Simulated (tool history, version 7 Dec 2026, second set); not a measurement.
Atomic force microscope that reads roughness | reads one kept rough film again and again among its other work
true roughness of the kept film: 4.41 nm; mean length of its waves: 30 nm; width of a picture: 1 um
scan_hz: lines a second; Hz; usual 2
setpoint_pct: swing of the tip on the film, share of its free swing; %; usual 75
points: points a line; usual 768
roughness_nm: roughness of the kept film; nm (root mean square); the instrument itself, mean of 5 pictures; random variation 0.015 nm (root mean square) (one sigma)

Run 1, day 0: usual settings. Result: roughness_nm 3.238 nm (root mean square).
Run 2, day 0.433: usual settings. Result: roughness_nm 3.237 nm (root mean square).
Run 3, day 0.804: usual settings but setpoint_pct 84 %. Result: roughness_nm 3.024 nm (root mean square).
Run 4, day 1.246: usual settings. Result: roughness_nm 3.174 nm (root mean square).
Run 5, day 1.842: usual settings but points 603. Result: roughness_nm 3.144 nm (root mean square).
Run 6, day 2.383: usual settings. Result: roughness_nm 3.142 nm (root mean square).
At day 2.775: new tip fitted.
Run 7, day 2.808: usual settings. Result: roughness_nm 3.497 nm (root mean square).
Run 8, day 3.562: usual settings but scan_hz 2.56 Hz. Result: roughness_nm 3.355 nm (root mean square).
Run 9, day 4.333: usual settings but scan_hz 2.56 Hz. Result: roughness_nm 3.314 nm (root mean square).
Run 10, day 5.158: usual settings. Result: roughness_nm 3.384 nm (root mean square).
Run 11, day 5.788: usual settings but points 729. Result: roughness_nm 3.393 nm (root mean square).
Run 12, day 6.125: usual settings but points 729. Result: roughness_nm 3.375 nm (root mean square).
Run 13, day 6.821: usual settings but points 729. Result: roughness_nm 3.327 nm (root mean square).
Run 14, day 7.425: usual settings. Result: roughness_nm 3.314 nm (root mean square).
Run 15, day 8.017: usual settings but setpoint_pct 56 %. Result: roughness_nm 3.589 nm (root mean square).
Run 16, day 8.671: usual settings but setpoint_pct 58 %. Result: roughness_nm 3.518 nm (root mean square).
Run 17, day 9.008: usual settings but points 403. Result: roughness_nm 3.228 nm (root mean square).
Run 18, day 9.367: usual settings but scan_hz 3.66 Hz, setpoint_pct 62 %, points 825. Result: roughness_nm 3.277 nm (root mean square).
Run 19, day 10.171: usual settings but scan_hz 3.66 Hz, setpoint_pct 62 %, points 825. Result: roughness_nm 3.265 nm (root mean square).
Run 20, day 10.871: usual settings but setpoint_pct 76 %, points 261. Result: roughness_nm 3.124 nm (root mean square).
Run 21, day 11.333: usual settings but setpoint_pct 76 %, points 261. Result: roughness_nm 3.087 nm (root mean square).
Run 22, day 11.875: usual settings but scan_hz 0.69 Hz, setpoint_pct 88 %, points 463. Result: roughness_nm 3.285 nm (root mean square).
Run 23, day 12.55: usual settings but scan_hz 1.32 Hz, setpoint_pct 88 %, points 463. Result: roughness_nm 3.006 nm (root mean square).
At day 13.021: new tip fitted.
Run 24, day 13.133: usual settings but setpoint_pct 61 %, points 593. Result: roughness_nm 3.751 nm (root mean square).
Run 25, day 13.792: usual settings but setpoint_pct 60 %, points 419. Result: roughness_nm 3.731 nm (root mean square).
Run 26, day 14.462: usual settings but setpoint_pct 60 %, points 419. Result: roughness_nm 3.724 nm (root mean square).
Run 27, day 14.908: usual settings but setpoint_pct 60 %, points 589. Result: roughness_nm 3.701 nm (root mean square).
Run 28, day 15.654: usual settings but scan_hz 0.68 Hz, setpoint_pct 89 %, points 295. Result: roughness_nm 3.484 nm (root mean square).
Run 29, day 16.042: usual settings but setpoint_pct 63 %. Result: roughness_nm 3.602 nm (root mean square).
Run 30, day 16.717: usual settings but points 447. Result: roughness_nm 3.323 nm (root mean square).
Run 31, day 17.158: usual settings but scan_hz 1.36 Hz, setpoint_pct 87 %, points 628. Result: roughness_nm 3.229 nm (root mean square).
Run 32, day 17.792: usual settings but scan_hz 1.36 Hz, setpoint_pct 87 %, points 628. Result: roughness_nm 3.212 nm (root mean square).
Run 33, day 18.412: usual settings but scan_hz 1.36 Hz, setpoint_pct 87 %, points 628. Result: roughness_nm 3.18 nm (root mean square).
Run 34, day 19: usual settings but scan_hz 0.85 Hz, setpoint_pct 80 %, points 592. Result: roughness_nm 3.426 nm (root mean square).

4 ways to go on from here, each from the tool as it stands after run 34. What would each give?
Run A, day 19.375: usual settings but setpoint_pct 69 %, points 324. Result: roughness_nm ?.
Run B, day 19.375: usual settings but scan_hz 2.15 Hz. Result: roughness_nm ?.
Run C, day 19.375: usual settings but setpoint_pct 81 %, points 592. Result: roughness_nm ?.
Run D, day 19.375: usual settings but scan_hz 0.92 Hz, setpoint_pct 84 %, points 592. Result: roughness_nm ?.

run  roughness_nm
  A         3.354
  B         3.238
  C         3.105
  D         3.385
Without the tool's hidden state the same runs would have given:
run  roughness_nm
  A         3.615
  B          3.49
  C         3.347
  D         3.649
